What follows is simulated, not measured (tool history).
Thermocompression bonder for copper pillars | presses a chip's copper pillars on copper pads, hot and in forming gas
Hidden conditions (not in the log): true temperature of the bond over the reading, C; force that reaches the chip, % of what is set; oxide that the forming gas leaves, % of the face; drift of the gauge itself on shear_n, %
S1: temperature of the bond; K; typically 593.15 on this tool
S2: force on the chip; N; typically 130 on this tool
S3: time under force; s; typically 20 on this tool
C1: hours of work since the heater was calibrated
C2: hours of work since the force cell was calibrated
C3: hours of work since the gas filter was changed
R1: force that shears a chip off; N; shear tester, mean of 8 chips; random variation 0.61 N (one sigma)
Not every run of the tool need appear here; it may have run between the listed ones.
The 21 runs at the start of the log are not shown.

| run | hour | S1 | S2 | S3 | C1 | C2 | C3 | R1 |
|---|---|---|---|---|---|---|---|---|
| 22 | 333.6 | 593.15 | 110 | 20 | 450 | 436 | 251 | 53 |
| 23 | 350.4 | 602.15 | 130 | 26 | 457 | 443 | 258 | 71.9 |
| 24 | 366.1 | 602.15 | 130 | 26 | 463 | 450 | 264 | 70.6 |
| 25 | 386.7 | 619.15 | 83 | 26 | 472 | 458 | 273 | 58 |
| 26 | 408.1 | 619.15 | 91 | 26 | 481 | 467 | 281 | 63.7 |
| 27 | 426.3 | 619.15 | 79 | 16 | 488 | 474 | 289 | 47.1 |
| 28 | 446.6 | 592.15 | 135 | 14 | 496 | 483 | 297 | 52.9 |
| 29 | 469.9 | 594.15 | 114 | 40 | 506 | 492 | 307 | 70 |
| 30 | 483.3 | 594.15 | 114 | 40 | 512 | 498 | 312 | 70.5 |
| 31 | 500.4 | 587.15 | 177 | 41 | 519 | 505 | 319 | 89.7 |
| 32 | 511.5 | 587.15 | 177 | 41 | 523 | 509 | 324 | 89.7 |
| 33 | 531.4 | 587.15 | 177 | 41 | 531 | 518 | 332 | 89.2 |
|  | 544 | forming gas filter changed |
| 34 | 546.4 | 587.15 | 89 | 14 | 537 | 524 | 1 | 38.3 |
| 35 | 570.1 | 620.15 | 174 | 10 | 547 | 533 | 11 | 76.5 |
| 36 | 591.1 | 565.15 | 154 | 36 | 556 | 542 | 19 | 70.3 |
| 37 | 613.7 | 591.15 | 130 | 20 | 565 | 551 | 29 | 63 |
| 38 | 628.8 | 615.15 | 126 | 39 | 571 | 558 | 35 | 91.9 |
| 39 | 648 | 615.15 | 126 | 39 | 579 | 565 | 43 | 92.1 |
| 40 | 660.1 | 615.15 | 134 | 47 | 584 | 570 | 48 | 101.7 |

4 options for the next run, each taken on its own from the tool as it stands now. Forecast them:
| A | 679.9 | 593.15 | 130 | 38 | 592 | 579 | 56 | ? |
| B | 679.9 | 603.15 | 130 | 20 | 592 | 579 | 56 | ? |
| C | 679.9 | 615.15 | 157 | 22 | 592 | 579 | 56 | ? |
| D | 679.9 | 563.15 | 84 | 22 | 592 | 579 | 56 | ? |

| run | R1 |
|---|---|
| A | 79.3 |
| B | 68.5 |
| C | 88.1 |
| D | 33.7 |
The same runs, with their run-to-run variation unchanged, on a tool lacking any hidden condition would have given:
| run | R1 |
|---|---|
| A | 79.6 |
| B | 68.7 |
| C | 88.6 |
| D | 33.6 |
